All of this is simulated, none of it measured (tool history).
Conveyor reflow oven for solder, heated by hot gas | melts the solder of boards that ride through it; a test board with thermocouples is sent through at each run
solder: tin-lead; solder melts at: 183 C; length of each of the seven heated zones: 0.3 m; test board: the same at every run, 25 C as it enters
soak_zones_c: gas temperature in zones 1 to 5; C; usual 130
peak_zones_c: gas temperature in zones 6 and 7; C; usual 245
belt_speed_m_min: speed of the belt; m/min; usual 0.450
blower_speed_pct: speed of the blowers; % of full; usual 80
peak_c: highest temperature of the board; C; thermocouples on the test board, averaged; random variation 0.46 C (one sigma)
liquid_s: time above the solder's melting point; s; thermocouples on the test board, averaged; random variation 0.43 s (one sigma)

run	hour	soak_zones_c	peak_zones_c	belt_speed_m_min	blower_speed_pct	peak_c	liquid_s
1	0.0	130	245	0.450	80	230.2	67.8
2	32.9	130	245	0.450	80	231.4	68.2
3	69.9	130	245	0.450	80	229.9	67.4
4	104.9	130	245	0.450	80	230.2	67.7
5	133.3	130	245	0.450	80	230.9	68.2
# hour 150.9: belt drive overhauled, speed set with a stopwatch
6	164.4	130	245	0.450	80	230.5	69.3
7	186.8	130	245	0.454	80	230.5	68.3
8	208.0	130	245	0.450	85	231.5	69.9
9	237.9	130	245	0.373	57	232.4	85.1
10	265.3	118	237	0.419	66	221.5	63.1
# hour 277.5: flux residue cleaned out of gas plates and filters
11	294.9	118	251	0.419	66	234.8	73.3

Forecast each of these 5 alternatives for the next run:
A	322.2	138	245	0.413	66	?	?
B	322.2	130	251	0.477	60	?	?
C	322.2	118	249	0.419	66	?	?
D	322.2	143	252	0.537	80	?	?
E	322.2	136	251	0.419	66	?	?

run	peak_c	liquid_s
A	233.5	79.7
B	231.2	64.9
C	233.9	73.2
D	234.2	62.5
E	238.3	80.8
Without the tool's hidden state the same runs would have given:
run	peak_c	liquid_s
A	231.2	75.7
B	228.6	61.2
C	231.4	69.2
D	231.8	59.3
E	235.9	76.9

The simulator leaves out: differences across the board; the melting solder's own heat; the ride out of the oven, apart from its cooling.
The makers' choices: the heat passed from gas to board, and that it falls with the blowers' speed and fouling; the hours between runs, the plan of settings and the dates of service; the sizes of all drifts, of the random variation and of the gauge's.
